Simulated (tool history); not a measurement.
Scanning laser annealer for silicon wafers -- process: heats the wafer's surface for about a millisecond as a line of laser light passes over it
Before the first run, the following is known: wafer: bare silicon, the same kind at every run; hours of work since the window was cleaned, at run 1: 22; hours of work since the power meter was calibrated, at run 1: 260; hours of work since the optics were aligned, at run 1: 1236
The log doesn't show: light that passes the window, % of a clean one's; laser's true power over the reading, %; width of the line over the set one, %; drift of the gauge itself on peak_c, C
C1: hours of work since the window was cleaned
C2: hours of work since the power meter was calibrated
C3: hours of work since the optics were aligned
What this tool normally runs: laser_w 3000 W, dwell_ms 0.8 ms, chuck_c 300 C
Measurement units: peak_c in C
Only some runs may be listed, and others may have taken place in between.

Run 1, hour 0: usual settings; C1 22; C2 260; C3 1236. Result: peak_c 1109 C.
Run 2, hour 34.6: usual settings; C1 37; C2 276; C3 1252. Result: peak_c 1110 C.
Run 3, hour 103.6: usual settings; C1 68; C2 307; C3 1283. Result: peak_c 1109 C.
Run 4, hour 175.9: usual settings; C1 101; C2 339; C3 1315. Result: peak_c 1106 C.
Run 5, hour 215.7: usual settings but laser_w 2760 W; C1 119; C2 357; C3 1333. Result: peak_c 1044 C.
Run 6, hour 260.2: usual settings but laser_w 2760 W; C1 139; C2 377; C3 1353. Result: peak_c 1045 C.
Run 7, hour 325: usual settings but laser_w 2760 W; C1 168; C2 406; C3 1382. Result: peak_c 1041 C.
Run 8, hour 381.9: usual settings but laser_w 2760 W; C1 193; C2 431; C3 1407. Result: peak_c 1041 C.
Run 9, hour 452.1: usual settings; C1 225; C2 463; C3 1439. Result: peak_c 1099 C.
Run 10, hour 512.6: usual settings but dwell_ms 0.595 ms; C1 252; C2 490; C3 1466. Result: peak_c 983 C.
Run 11, hour 572.2: usual settings but dwell_ms 0.595 ms; C1 278; C2 517; C3 1493. Result: peak_c 982 C.
Run 12, hour 637.9: usual settings; C1 308; C2 546; C3 1522. Result: peak_c 1095 C.
Run 13, hour 721.1: usual settings; C1 345; C2 583; C3 1559. Result: peak_c 1096 C.
Run 14, hour 779.4: usual settings; C1 371; C2 609; C3 1586. Result: peak_c 1095 C.
Run 15, hour 827.6: usual settings but laser_w 2919 W, dwell_ms 0.66 ms, chuck_c 320 C; C1 393; C2 631; C3 1607. Result: peak_c 1019 C.
Run 16, hour 895.1: usual settings but dwell_ms 0.879 ms, chuck_c 293 C; C1 423; C2 661; C3 1637. Result: peak_c 1123 C.
Run 17, hour 973.1: usual settings but dwell_ms 0.879 ms, chuck_c 293 C; C1 458; C2 696; C3 1672. Result: peak_c 1124 C.
Run 18, hour 1014.2: usual settings but laser_w 2882 W; C1 477; C2 715; C3 1691. Result: peak_c 1063 C.
Run 19, hour 1083.4: usual settings but laser_w 3101 W, chuck_c 298 C; C1 508; C2 746; C3 1722. Result: peak_c 1112 C.
Run 20, hour 1138.6: usual settings but chuck_c 307 C; C1 532; C2 770; C3 1746. Result: peak_c 1092 C.
Run 21, hour 1210.8: usual settings but dwell_ms 0.604 ms, chuck_c 267 C; C1 565; C2 803; C3 1779. Result: peak_c 944 C.
Run 22, hour 1281: usual settings but dwell_ms 0.604 ms, chuck_c 267 C; C1 596; C2 834; C3 1810. Result: peak_c 939 C.

Run 23 comes next. What will it give?
At hour 1341.1: optics aligned, line set to its width.
Run 23, hour 1344.7: usual settings but dwell_ms 0.999 ms, chuck_c 299 C; C1 622; C2 861; C3 2. Result: peak_c ?.

{"run 23": {"peak_c": 1190}}
Take away the tool's hidden state, keep the run-to-run variation as it was, and the same run would have given peak_c 1223 C.
